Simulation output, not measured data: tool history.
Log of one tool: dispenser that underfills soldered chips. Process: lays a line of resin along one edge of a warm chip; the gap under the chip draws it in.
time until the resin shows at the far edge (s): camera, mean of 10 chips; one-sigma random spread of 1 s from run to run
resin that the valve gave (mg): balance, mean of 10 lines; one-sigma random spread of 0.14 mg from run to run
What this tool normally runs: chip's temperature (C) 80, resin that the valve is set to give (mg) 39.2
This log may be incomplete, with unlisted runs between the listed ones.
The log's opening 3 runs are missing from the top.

run,hour,chip's temperature (C),resin that the valve is set to give (mg),hours of work since the syringe was changed,hours of work since the valve was cleaned,hours of work since the stage was calibrated,time until the resin shows at the far edge (s),resin that the valve gave (mg)
4,35.7,80,39.2,9,53,287,137.8,37.22
# hour 37.9: new syringe of resin
5,44.9,80,39.2,4,58,292,116.4,37.02
# hour 48.2: dispensing valve cleaned and set on the balance
# hour 55: new syringe of resin
6,59.7,80,39.2,3,7,301,101.8,38.91
# hour 71.6: new syringe of resin
7,74.2,80,36.3,2,16,310,100.5,35.89
# hour 88: new syringe of resin
8,88.9,80,44.7,1,25,319,90.9,43.67
9,95.3,80,44.7,4,29,322,108,43.61
10,101.5,80,44.7,8,33,326,133.1,43.18
# hour 105: new syringe of resin
11,109.6,85,39.2,3,37,331,83.9,37.52
12,120.3,71,39.2,10,44,338,228.6,37.44
# hour 121.9: new syringe of resin
13,130.7,71,39.2,6,50,344,178.3,37.22
# hour 138.5: new syringe of resin
14,138.7,71,39.2,0,55,349,137.5,37.08
# hour 147.1: dispensing valve cleaned and set on the balance
15,148.4,71,39.2,6,1,354,175.1,39.07
# hour 156: new syringe of resin
16,156,71,39.2,0,5,359,135.4,39.05
17,164.6,80,35.5,5,11,364,117.5,35
# hour 172.7: new syringe of resin
18,174,80,39.2,1,16,370,91.6,38.71
19,184.8,73,45.4,7,23,377,175.3,44.64
# hour 188.7: new syringe of resin
20,196.6,73,45.4,5,30,384,154.3,44.25
# hour 205.5: new syringe of resin
21,205.5,71,37.9,0,36,389,135.2,36.84
22,218.5,89,37.6,8,44,397,90.9,36.21
# hour 221.6: new syringe of resin
23,230.2,91,46.5,5,51,404,71,44.51
24,236.7,80,35,9,55,408,143.3,33.35

What will run 25 give?
# hour 238.4: new syringe of resin
# hour 246.5: dispensing valve cleaned and set on the balance
25,249.8,80,35,6,2,416,?,?

time until the resin shows at the far edge (s): 123.2
resin that the valve gave (mg): 35.27
With no hidden state in the tool, this same run would have given time until the resin shows at the far edge (s) 100.9, resin that the valve gave (mg) 35.18.
